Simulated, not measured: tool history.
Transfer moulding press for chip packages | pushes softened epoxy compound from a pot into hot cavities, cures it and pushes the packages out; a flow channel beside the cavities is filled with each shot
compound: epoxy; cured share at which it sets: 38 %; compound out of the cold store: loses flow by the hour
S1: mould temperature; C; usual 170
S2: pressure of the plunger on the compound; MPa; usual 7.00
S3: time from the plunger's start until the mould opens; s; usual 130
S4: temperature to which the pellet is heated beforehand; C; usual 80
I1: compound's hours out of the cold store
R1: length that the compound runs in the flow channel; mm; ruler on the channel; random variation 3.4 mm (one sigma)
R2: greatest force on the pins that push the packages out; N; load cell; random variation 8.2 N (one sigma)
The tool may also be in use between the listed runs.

run   hour   S1    S2   S3  S4    I1   R1   R2
  1    0.0  170  7.00  130  80  44.0  501  553
  2   13.0  170  7.00  130  80  46.4  493  582
  3   24.8  170  7.00  149  80  44.1  493  543
  4   35.4  176  7.00  130  80  37.1  498  542
  5   44.6  176  7.00  130  80  37.9  499  555
      53.2  -- cavities cleaned with cleaning compound and waxed
  6   56.8  176  7.00  130  80  10.9  571  355
  7   63.3  176  7.00  130  80  28.5  518  376
  8   77.2  176  7.00  130  80  45.0  482  418
  9   88.3  176  7.00  130  80  14.8  553  468
 10   97.3  170  7.00  130  80  18.0  552  555
 11  104.6  170  7.23  130  80  22.9  556  564
 12  117.7  170  7.23  130  80  14.3  573  596
 13  125.0  170  7.23  130  80  42.4  504  587
 14  132.8  170  7.23  130  80  46.3  486  597
 15  142.9  168  8.12  130  80  33.6  565  674
 16  150.6  168  8.12  130  80  26.4  580  707
     154.6  -- cavities cleaned with cleaning compound and waxed
 17  162.8  168  8.12  130  80  27.5  570  433
 18  169.5  173  5.73  130  80  34.1  448  395
 19  177.4  168  6.97  118  80  42.3  497  574
 20  190.8  177  7.00  130  71  18.3  528  459
 21  201.6  177  7.00  130  71  37.9  482  459
 22  209.0  167  8.49  116  89  29.2  573  752
 23  216.0  167  8.49  116  89  16.6  614  834
     225.1  -- plunger's sealing rings changed
 24  225.9  167  8.49  116  89  20.5  642  805
 25  233.9  167  8.49  116  89  19.0  645  851
 26  242.5  176  7.55  116  89  47.9  512  589
 27  251.5  176  7.55  116  89  17.4  587  585
     257.7  -- cavities cleaned with cleaning compound and waxed
 28  259.1  176  7.55  116  89  24.7  570  336

The same runs without the tool's hidden state, with the same run-to-run variation:
The hidden state here: true mould temperature over the reading, C; pressure that reaches the compound, % of what is set; grip of the stained cavities, % over clean ones'; drift of the gauge itself on flow_mm, %; drift of the gauge itself on push_out_n, %.
run   R1   R2
  1  514  360
  2  508  357
  3  508  326
  4  514  314
  5  516  312
  6  592  333
  7  537  329
  8  502  321
  9  576  333
 10  577  370
 11  582  363
 12  601  367
 13  529  351
 14  511  348
 15  595  381
 16  612  392
 17  603  380
 18  474  331
 19  527  438
 20  561  328
 21  514  306
 22  611  471
 23  655  506
 24  641  473
 25  645  489
 26  513  342
 27  588  327
 28  573  321

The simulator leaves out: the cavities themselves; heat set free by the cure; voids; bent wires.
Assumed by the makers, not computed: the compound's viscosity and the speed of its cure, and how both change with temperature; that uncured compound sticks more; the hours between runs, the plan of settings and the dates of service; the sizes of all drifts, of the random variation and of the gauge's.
